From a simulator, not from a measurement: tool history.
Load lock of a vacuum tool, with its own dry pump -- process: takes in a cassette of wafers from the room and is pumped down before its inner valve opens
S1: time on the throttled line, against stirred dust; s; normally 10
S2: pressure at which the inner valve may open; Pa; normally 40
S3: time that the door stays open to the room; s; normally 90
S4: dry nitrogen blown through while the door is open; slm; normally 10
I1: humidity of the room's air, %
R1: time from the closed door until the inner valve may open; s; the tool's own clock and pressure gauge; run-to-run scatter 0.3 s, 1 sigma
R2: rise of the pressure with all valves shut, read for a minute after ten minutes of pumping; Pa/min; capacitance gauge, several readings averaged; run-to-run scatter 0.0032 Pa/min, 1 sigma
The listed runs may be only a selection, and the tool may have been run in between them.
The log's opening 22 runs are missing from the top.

Run 23, hour 3632.0: usual settings but S1 16 s, S2 56 Pa, S3 212 s, S4 6 slm; I1 46.2. Result: R1 23.1 s, R2 0.182 Pa/min.
Run 24, hour 3779.1: usual settings but S1 11 s, S2 54 Pa, S4 28 slm; I1 44.6. Result: R1 19.5 s, R2 0.086 Pa/min.
Run 25, hour 3961.3: usual settings but S1 7 s, S2 38 Pa; I1 45.6. Result: R1 16.7 s, R2 0.120 Pa/min.
Run 26, hour 4189.1: usual settings but S2 41 Pa, S3 149 s; I1 42.0. Result: R1 18.9 s, R2 0.134 Pa/min.
Run 27, hour 4417.2: usual settings but S2 41 Pa, S3 149 s; I1 47.5. Result: R1 18.8 s, R2 0.154 Pa/min.
Run 28, hour 4585.9: usual settings but S1 6 s, S3 140 s; I1 46.8. Result: R1 16.4 s, R2 0.147 Pa/min.
Run 29, hour 4771.9: usual settings but S1 6 s, S3 140 s; I1 44.9. Result: R1 16.0 s, R2 0.137 Pa/min.
Run 30, hour 4908.3: usual settings but S1 6 s, S3 140 s; I1 46.6. Result: R1 16.5 s, R2 0.147 Pa/min.
Run 31, hour 5094.1: usual settings but S1 6 s, S3 140 s; I1 41.4. Result: R1 16.2 s, R2 0.135 Pa/min.
Run 32, hour 5282.4: usual settings but S1 6 s, S3 140 s; I1 44.8. Result: R1 15.9 s, R2 0.141 Pa/min.
Run 33, hour 5450.1: usual settings but S1 19 s, S2 29 Pa, S3 74 s, S4 7 slm; I1 47.1. Result: R1 26.8 s, R2 0.131 Pa/min.
Run 34, hour 5563.8: usual settings but S1 19 s, S2 29 Pa, S3 74 s, S4 7 slm; I1 44.3. Result: R1 26.3 s, R2 0.123 Pa/min.
Run 35, hour 5666.2: usual settings but S1 11 s, S2 53 Pa, S4 6 slm; I1 46.3. Result: R1 19.3 s, R2 0.138 Pa/min.
Run 36, hour 5826.8: usual settings but S1 19 s, S2 67 Pa; I1 48.2. Result: R1 25.8 s, R2 0.131 Pa/min.

5 ways to go on from here, each from the tool as it stands after run 36. What would each give?
Run A, hour 5976.1: usual settings but S4 11 slm; I1 49.4. Result: R1 ?, R2 ?.
Run B, hour 5976.1: usual settings but S1 19 s; I1 45.7. Result: R1 ?, R2 ?.
Run C, hour 5976.1: usual settings but S3 52 s; I1 44.7. Result: R1 ?, R2 ?.
Run D, hour 5976.1: usual settings but S1 8 s, S2 67 Pa, S4 5 slm; I1 45.0. Result: R1 ?, R2 ?.
Run E, hour 5976.1: usual settings but S1 20 s, S2 68 Pa, S4 23 slm; I1 44.1. Result: R1 ?, R2 ?.

run    R1     R2
  A  18.6  0.132
  B  25.9  0.124
  C  19.3  0.098
  D  17.2  0.140
  E  26.4  0.100
With the hidden condition removed and each run's random variation left untouched, the same runs would have given:
run    R1     R2
  A  17.2  0.121
  B  24.9  0.113
  C  17.9  0.086
  D  15.8  0.128
  E  25.5  0.089

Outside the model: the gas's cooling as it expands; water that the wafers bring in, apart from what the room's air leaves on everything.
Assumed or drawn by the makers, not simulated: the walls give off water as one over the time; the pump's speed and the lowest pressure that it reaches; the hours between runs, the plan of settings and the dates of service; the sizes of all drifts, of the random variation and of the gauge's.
